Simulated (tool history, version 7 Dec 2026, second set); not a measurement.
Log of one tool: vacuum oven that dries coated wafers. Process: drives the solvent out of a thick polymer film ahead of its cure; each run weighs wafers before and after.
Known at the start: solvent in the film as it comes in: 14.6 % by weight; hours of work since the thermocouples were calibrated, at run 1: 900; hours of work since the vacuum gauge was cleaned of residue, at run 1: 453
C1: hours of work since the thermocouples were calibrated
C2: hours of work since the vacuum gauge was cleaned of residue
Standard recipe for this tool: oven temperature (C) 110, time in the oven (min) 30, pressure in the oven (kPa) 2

{"run": 1, "day": 0.0, "oven temperature (C)": 110, "time in the oven (min)": 30, "pressure in the oven (kPa)": 2, "C1": 900, "C2": 453, "solvent left in the film (%)": 2.12}
{"run": 2, "day": 1.212, "oven temperature (C)": 106, "time in the oven (min)": 30, "pressure in the oven (kPa)": 2, "C1": 917, "C2": 470, "solvent left in the film (%)": 2.69}
{"run": 3, "day": 2.4, "oven temperature (C)": 106, "time in the oven (min)": 30, "pressure in the oven (kPa)": 2, "C1": 934, "C2": 487, "solvent left in the film (%)": 2.65}
{"run": 4, "day": 3.925, "oven temperature (C)": 110, "time in the oven (min)": 30, "pressure in the oven (kPa)": 7.65, "C1": 956, "C2": 509, "solvent left in the film (%)": 4.8}
{"run": 5, "day": 6.017, "oven temperature (C)": 110, "time in the oven (min)": 30, "pressure in the oven (kPa)": 2.76, "C1": 986, "C2": 539, "solvent left in the film (%)": 2.48}
{"run": 6, "day": 7.683, "oven temperature (C)": 110, "time in the oven (min)": 30, "pressure in the oven (kPa)": 2.76, "C1": 1010, "C2": 563, "solvent left in the film (%)": 2.46}
{"run": 7, "day": 10.117, "oven temperature (C)": 110, "time in the oven (min)": 30, "pressure in the oven (kPa)": 2, "C1": 1045, "C2": 598, "solvent left in the film (%)": 2.1}
{"run": 8, "day": 12.471, "oven temperature (C)": 110, "time in the oven (min)": 30, "pressure in the oven (kPa)": 2, "C1": 1078, "C2": 631, "solvent left in the film (%)": 2.13}
{"run": 9, "day": 13.529, "oven temperature (C)": 100, "time in the oven (min)": 30, "pressure in the oven (kPa)": 2, "C1": 1094, "C2": 647, "solvent left in the film (%)": 3.95}
{"run": 10, "day": 16.004, "oven temperature (C)": 100, "time in the oven (min)": 30, "pressure in the oven (kPa)": 2, "C1": 1129, "C2": 682, "solvent left in the film (%)": 3.99}
{"run": 11, "day": 17.054, "oven temperature (C)": 100, "time in the oven (min)": 30, "pressure in the oven (kPa)": 2, "C1": 1144, "C2": 697, "solvent left in the film (%)": 3.97}
{"run": 12, "day": 19.483, "oven temperature (C)": 110, "time in the oven (min)": 30, "pressure in the oven (kPa)": 2, "C1": 1179, "C2": 732, "solvent left in the film (%)": 2.19}
{"run": 13, "day": 21.404, "oven temperature (C)": 110, "time in the oven (min)": 30, "pressure in the oven (kPa)": 2, "C1": 1207, "C2": 760, "solvent left in the film (%)": 2.17}
{"day": 22.254, "done": "oven's thermocouples calibrated"}
{"run": 14, "day": 23.8, "oven temperature (C)": 110, "time in the oven (min)": 30, "pressure in the oven (kPa)": 2, "C1": 22, "C2": 793, "solvent left in the film (%)": 1.92}
{"run": 15, "day": 25.096, "oven temperature (C)": 110, "time in the oven (min)": 27, "pressure in the oven (kPa)": 2, "C1": 41, "C2": 811, "solvent left in the film (%)": 2.19}
{"day": 25.288, "done": "vacuum gauge cleaned of residue and calibrated"}
{"run": 16, "day": 27.592, "oven temperature (C)": 110, "time in the oven (min)": 27, "pressure in the oven (kPa)": 2, "C1": 76, "C2": 33, "solvent left in the film (%)": 2.2}
{"run": 17, "day": 30.129, "oven temperature (C)": 110, "time in the oven (min)": 27, "pressure in the oven (kPa)": 2, "C1": 112, "C2": 69, "solvent left in the film (%)": 2.28}
{"run": 18, "day": 32.354, "oven temperature (C)": 100, "time in the oven (min)": 30, "pressure in the oven (kPa)": 6.67, "C1": 144, "C2": 101, "solvent left in the film (%)": 6.47}
{"run": 19, "day": 34.817, "oven temperature (C)": 108, "time in the oven (min)": 31, "pressure in the oven (kPa)": 2.99, "C1": 179, "C2": 137, "solvent left in the film (%)": 2.71}
{"run": 20, "day": 37.042, "oven temperature (C)": 96, "time in the oven (min)": 19, "pressure in the oven (kPa)": 5.98, "C1": 211, "C2": 168, "solvent left in the film (%)": 8.39}
{"run": 21, "day": 38.683, "oven temperature (C)": 116, "time in the oven (min)": 20, "pressure in the oven (kPa)": 1.57, "C1": 235, "C2": 192, "solvent left in the film (%)": 1.99}
{"day": 39.65, "done": "vacuum gauge cleaned of residue and calibrated, once more"}
{"run": 22, "day": 41.279, "oven temperature (C)": 112, "time in the oven (min)": 30, "pressure in the oven (kPa)": 1.3, "C1": 271, "C2": 23, "solvent left in the film (%)": 1.28}
{"run": 23, "day": 43.746, "oven temperature (C)": 112, "time in the oven (min)": 30, "pressure in the oven (kPa)": 1.3, "C1": 306, "C2": 59, "solvent left in the film (%)": 1.33}
{"run": 24, "day": 45.075, "oven temperature (C)": 112, "time in the oven (min)": 40, "pressure in the oven (kPa)": 1.58, "C1": 325, "C2": 78, "solvent left in the film (%)": 1.07}
{"run": 25, "day": 46.762, "oven temperature (C)": 112, "time in the oven (min)": 23, "pressure in the oven (kPa)": 1.58, "C1": 350, "C2": 102, "solvent left in the film (%)": 2.17}
{"run": 26, "day": 49.058, "oven temperature (C)": 110, "time in the oven (min)": 54, "pressure in the oven (kPa)": 2, "C1": 382, "C2": 135, "solvent left in the film (%)": 1.16}
{"run": 27, "day": 51.154, "oven temperature (C)": 116, "time in the oven (min)": 25, "pressure in the oven (kPa)": 7.06, "C1": 413, "C2": 165, "solvent left in the film (%)": 3.53}
{"run": 28, "day": 52.854, "oven temperature (C)": 98, "time in the oven (min)": 45, "pressure in the oven (kPa)": 1.17, "C1": 437, "C2": 189, "solvent left in the film (%)": 2.27}
{"run": 29, "day": 54.9, "oven temperature (C)": 110, "time in the oven (min)": 27, "pressure in the oven (kPa)": 2, "C1": 466, "C2": 219, "solvent left in the film (%)": 2.26}

Describe how what the log doesn't record of the tool's condition differs between the last listed run preceding each entry between runs and the first listed run following it.
After run 13, before run 14: oven's thermocouples calibrated (day 22.254)
  true wafer temperature over the reading, C: -2.26 -> -0.35; true pressure over the reading, kPa: 0.204 -> 0.213
  measured value less the no-hidden-state value, solvent left in the film (%): +0.4 -> +0.14
After run 15, before run 16: vacuum gauge cleaned of residue and calibrated (day 25.288)
  true wafer temperature over the reading, C: -0.39 -> -0.45; true pressure over the reading, kPa: 0.219 -> 0.308
  measured value less the no-hidden-state value, solvent left in the film (%): +0.15 -> +0.2
After run 21, before run 22: vacuum gauge cleaned of residue and calibrated, once more (day 39.65)
  true wafer temperature over the reading, C: -0.75 -> -0.82; true pressure over the reading, kPa: 0.353 -> 0.003
  measured value less the no-hidden-state value, solvent left in the film (%): +0.23 -> +0.09
